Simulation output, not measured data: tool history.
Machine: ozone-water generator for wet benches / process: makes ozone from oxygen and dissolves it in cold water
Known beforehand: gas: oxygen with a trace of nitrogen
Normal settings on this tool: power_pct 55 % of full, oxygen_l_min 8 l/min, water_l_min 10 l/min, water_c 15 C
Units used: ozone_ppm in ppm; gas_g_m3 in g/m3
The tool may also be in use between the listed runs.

{"run": 1, "hour": 0.0, "power_pct": 55, "oxygen_l_min": 8, "water_l_min": 10, "water_c": 15, "ozone_ppm": 39.4, "gas_g_m3": 203.6}
{"run": 2, "hour": 53.8, "power_pct": 55, "oxygen_l_min": 8, "water_l_min": 10, "water_c": 15, "ozone_ppm": 39.3, "gas_g_m3": 200.7}
{"run": 3, "hour": 109.1, "power_pct": 55, "oxygen_l_min": 8, "water_l_min": 10, "water_c": 7, "ozone_ppm": 46.1, "gas_g_m3": 202.2}
{"run": 4, "hour": 166.2, "power_pct": 55, "oxygen_l_min": 8, "water_l_min": 10, "water_c": 7, "ozone_ppm": 46.5, "gas_g_m3": 202.7}
{"run": 5, "hour": 217.2, "power_pct": 55, "oxygen_l_min": 8, "water_l_min": 10, "water_c": 7, "ozone_ppm": 46.2, "gas_g_m3": 201.2}
{"hour": 225.7, "done": "contactor cleaned"}
{"run": 6, "hour": 255.4, "power_pct": 55, "oxygen_l_min": 8, "water_l_min": 10, "water_c": 7, "ozone_ppm": 45.7, "gas_g_m3": 202}
{"run": 7, "hour": 292.4, "power_pct": 55, "oxygen_l_min": 8, "water_l_min": 10, "water_c": 7, "ozone_ppm": 45.8, "gas_g_m3": 200.8}
{"run": 8, "hour": 337.1, "power_pct": 55, "oxygen_l_min": 8, "water_l_min": 10, "water_c": 7, "ozone_ppm": 45.7, "gas_g_m3": 200}
{"run": 9, "hour": 395.4, "power_pct": 55, "oxygen_l_min": 8, "water_l_min": 10, "water_c": 7, "ozone_ppm": 45.2, "gas_g_m3": 200.8}
{"hour": 429.1, "done": "contactor cleaned, once more"}
{"run": 10, "hour": 460.8, "power_pct": 55, "oxygen_l_min": 8, "water_l_min": 10, "water_c": 7, "ozone_ppm": 46.1, "gas_g_m3": 199.5}
{"run": 11, "hour": 489.2, "power_pct": 55, "oxygen_l_min": 8, "water_l_min": 7, "water_c": 15, "ozone_ppm": 44.8, "gas_g_m3": 201.3}

Branching from run 11: 4 alternative next runs. What would each branch give?
{"run": "A", "hour": 526.7, "power_pct": 55, "oxygen_l_min": 8, "water_l_min": 13, "water_c": 15, "ozone_ppm": "?", "gas_g_m3": "?"}
{"run": "B", "hour": 526.7, "power_pct": 77, "oxygen_l_min": 6.09, "water_l_min": 12, "water_c": 15, "ozone_ppm": "?", "gas_g_m3": "?"}
{"run": "C", "hour": 526.7, "power_pct": 71, "oxygen_l_min": 8.9, "water_l_min": 7, "water_c": 13, "ozone_ppm": "?", "gas_g_m3": "?"}
{"run": "D", "hour": 526.7, "power_pct": 55, "oxygen_l_min": 8, "water_l_min": 10, "water_c": 8, "ozone_ppm": "?", "gas_g_m3": "?"}

run=A ozone_ppm=34.6 gas_g_m3=199.5
run=B ozone_ppm=51.2 gas_g_m3=312.7
run=C ozone_ppm=57.1 gas_g_m3=235.4
run=D ozone_ppm=45.2 gas_g_m3=200
Had the tool no hidden state, the same runs would have come out as:
run=A ozone_ppm=35.8 gas_g_m3=204.5
run=B ozone_ppm=53.5 gas_g_m3=323.7
run=C ozone_ppm=59.6 gas_g_m3=243.2
run=D ozone_ppm=46.8 gas_g_m3=205.1
